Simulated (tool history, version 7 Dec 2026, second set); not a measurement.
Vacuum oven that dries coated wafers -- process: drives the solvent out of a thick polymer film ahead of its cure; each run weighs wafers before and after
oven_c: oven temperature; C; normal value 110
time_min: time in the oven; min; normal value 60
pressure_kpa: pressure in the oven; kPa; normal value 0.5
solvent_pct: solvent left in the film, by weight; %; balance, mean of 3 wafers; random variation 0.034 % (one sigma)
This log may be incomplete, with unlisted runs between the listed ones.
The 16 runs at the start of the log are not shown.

| run | day | oven_c | time_min | pressure_kpa | hours of work since the thermocouples were calibrated | hours of work since the vacuum gauge was cleaned of residue | solvent_pct |
|---|---|---|---|---|---|---|---|
| 17 | 6.321 | 110 | 60 | 0.5 | 466 | 163 | 2.65 |
| 18 | 6.654 | 110 | 60 | 0.5 | 471 | 168 | 2.63 |
| 19 | 6.979 | 110 | 60 | 0.5 | 476 | 173 | 2.63 |
| 20 | 7.392 | 110 | 60 | 0.5 | 483 | 180 | 2.62 |
|  | 7.483 | vacuum gauge cleaned of residue and calibrated |
| 21 | 7.962 | 115 | 60 | 0.5 | 491 | 8 | 1.48 |
| 22 | 8.367 | 110 | 63 | 1.017 | 497 | 14 | 2.53 |
| 23 | 8.712 | 108 | 95 | 1.202 | 503 | 19 | 1.71 |
| 24 | 9.158 | 110 | 60 | 1.654 | 510 | 26 | 2.84 |
| 25 | 9.396 | 107 | 32 | 0.301 | 513 | 30 | 6.18 |
| 26 | 9.642 | 125 | 62 | 1.723 | 517 | 34 | 0.47 |
| 27 | 10.046 | 96 | 59 | 0.5 | 524 | 40 | 6.86 |
| 28 | 10.296 | 114 | 82 | 0.254 | 527 | 44 | 0.84 |
| 29 | 10.621 | 99 | 60 | 0.827 | 533 | 49 | 5.96 |
|  | 11.104 | vacuum gauge cleaned of residue and calibrated, once more |
| 30 | 11.179 | 110 | 43 | 1.561 | 540 | 1 | 4.19 |
| 31 | 11.538 | 110 | 83 | 1.561 | 546 | 7 | 1.73 |
| 32 | 11.875 | 110 | 76 | 0.324 | 551 | 12 | 1.76 |

Run 33 comes next. What will it give?
| 33 | 12.471 | 110 | 76 | 0.324 | 561 | 21 | ? |

{"run 33": {"solvent_pct": 1.71}}
Minus the tool's unlogged condition, the same run would have read solvent_pct 2 %.
